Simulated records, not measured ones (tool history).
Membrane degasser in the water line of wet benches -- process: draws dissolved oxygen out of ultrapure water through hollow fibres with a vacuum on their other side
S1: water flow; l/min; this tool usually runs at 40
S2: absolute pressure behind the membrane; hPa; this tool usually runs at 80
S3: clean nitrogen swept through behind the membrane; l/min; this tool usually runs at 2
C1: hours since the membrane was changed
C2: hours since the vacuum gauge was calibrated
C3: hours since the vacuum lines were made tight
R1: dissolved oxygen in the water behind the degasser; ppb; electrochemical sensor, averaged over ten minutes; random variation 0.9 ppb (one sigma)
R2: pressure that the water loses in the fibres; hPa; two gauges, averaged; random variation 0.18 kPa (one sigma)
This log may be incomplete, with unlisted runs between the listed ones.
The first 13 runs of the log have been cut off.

run    hour  S1     S2    S3    C1    C2    C3      R1     R2
 14  2134.4  46     80  4.25  3303  3303  7193   166.3  445.3
 15  2356.1  46     80  4.25  3525  3525  7415   166.4  448.4
 16  2528.9  46     80  4.25  3698  3698  7588   166.5  447.4
 17  2673.2  45   55.7  4.27  3842  3842  7732   100.8  438.6
 18  2839.2  50  141.4  0.94  4008  4008  7898  1044.2  486.8
 19  2967.6  40  183.3  5.77  4137  4137  8027   274.1  390.5
     3040.2  -- vacuum gauge calibrated
 20  3081.7  29   91.7   5.6  4250    41  8140      81  281.7
 21  3192.3  41   55.1  2.31  4361   152  8251   119.9  397.7
 22  3398.7  41   55.1  2.31  4567   358  8457     121  397.6
 23  3512.1  38   55.1  1.04  4680   472  8570   189.2  371.7
 24  3694.1  38   55.1  1.04  4862   654  8753     190  369.4
 25  3844.2  57   55.1  2.27  5013   804  8903   218.6  555.8
     3898.4  -- seals of the vacuum lines changed
 26  4007.1  35   95.8  3.46  5174   965   109   164.7  341.5
 27  4190.3  30     80  2.52  5357  1148   292   137.8  293.7
 28  4327.1  60  173.4  2.24  5493  1285   429   851.4    585
 29  4436.4  40  163.3     2  5603  1394   538     575  392.6
 30  4623.4  40  163.3     2  5790  1581   725   574.1  390.3
 31  4733.2  37  112.5   3.1  5900  1691   835   237.5  361.6
 32  4895.4  29   71.1     2  6062  1853   997   134.8    285

Consider 3 possible next runs. They are alternatives, not a sequence: every one starts from the tool as it was left by run 32. What does each give?
  A  5079.2  40     80   5.9  6246  2037  1181   ?   ?
  B  5079.2  46   71.1  1.68  6246  2037  1181   ?   ?
  C  5079.2  29  191.6  3.99  6246  2037  1181   ?   ?

run     R1     R2
  A  104.1  394.1
  B  268.9  450.4
  C  276.9  282.6
Without the tool's hidden state the same runs would have given:
run     R1     R2
  A  100.4  385.5
  B  262.7  440.6
  C  274.8  276.4

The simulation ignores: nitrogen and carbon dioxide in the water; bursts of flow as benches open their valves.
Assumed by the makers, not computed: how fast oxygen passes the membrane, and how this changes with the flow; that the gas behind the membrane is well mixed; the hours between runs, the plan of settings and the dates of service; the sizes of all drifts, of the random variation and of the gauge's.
